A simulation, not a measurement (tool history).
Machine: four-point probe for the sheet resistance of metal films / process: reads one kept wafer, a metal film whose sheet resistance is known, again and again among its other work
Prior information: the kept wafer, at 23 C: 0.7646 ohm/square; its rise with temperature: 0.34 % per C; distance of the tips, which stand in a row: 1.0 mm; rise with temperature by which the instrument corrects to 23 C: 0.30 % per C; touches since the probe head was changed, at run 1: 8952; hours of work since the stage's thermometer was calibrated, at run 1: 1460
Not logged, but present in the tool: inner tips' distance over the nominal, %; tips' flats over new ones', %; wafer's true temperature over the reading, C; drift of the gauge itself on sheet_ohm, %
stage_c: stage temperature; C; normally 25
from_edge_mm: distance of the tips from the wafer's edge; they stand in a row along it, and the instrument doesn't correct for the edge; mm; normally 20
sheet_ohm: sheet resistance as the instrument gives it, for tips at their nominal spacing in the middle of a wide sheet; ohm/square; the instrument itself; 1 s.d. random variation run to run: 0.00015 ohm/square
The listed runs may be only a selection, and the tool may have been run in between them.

run,day,stage_c,from_edge_mm,touches since the probe head was changed,hours of work since the stage's thermometer was calibrated,sheet_ohm
1,0.000,25,20,8952,1460,0.766166
2,1.088,25,72,10276,1478,0.765356
3,1.862,25,72,11220,1491,0.765103
4,2.475,25,72,11966,1501,0.765274
5,3.154,25,72,12791,1512,0.765470
6,3.804,25,6,13580,1523,0.776309
7,4.312,25,6,14199,1531,0.776207
8,5.388,25,6,15509,1549,0.776656
9,5.925,25,6,16162,1558,0.776386
10,6.446,25,6,16798,1566,0.776473
11,7.488,25,6,18066,1584,0.776497
12,8.350,25,28,19114,1598,0.765732
13,8.988,25,28,19888,1608,0.765713
14,10.058,25,28,21190,1626,0.765643
15,11.229,25,20,22614,1645,0.766090
16,11.771,26,20,23273,1654,0.766494
17,12.929,26,20,24686,1674,0.766516
18,14.117,25,5,26129,1693,0.781100
19,14.692,33,20,26829,1703,0.768781
20,15.608,29,20,27944,1718,0.767395
21,16.304,29,28,28792,1729,0.766948
# day 16.742: stage's thermometer calibrated
22,17.417,25,20,30121,11,0.766302
23,18.238,34,6,31121,25,0.779326
24,19.388,19,14,32521,44,0.765539
25,19.979,24,23,33238,53,0.766040

Estimate the outcome of run 26 from the log above:
26,21.133,27,12,34644,73,?

sheet_ohm: 0.768685 ohm/square
On a tool with no hidden condition, and with the same random variation, this run would have come out at sheet_ohm 0.768697 ohm/square.
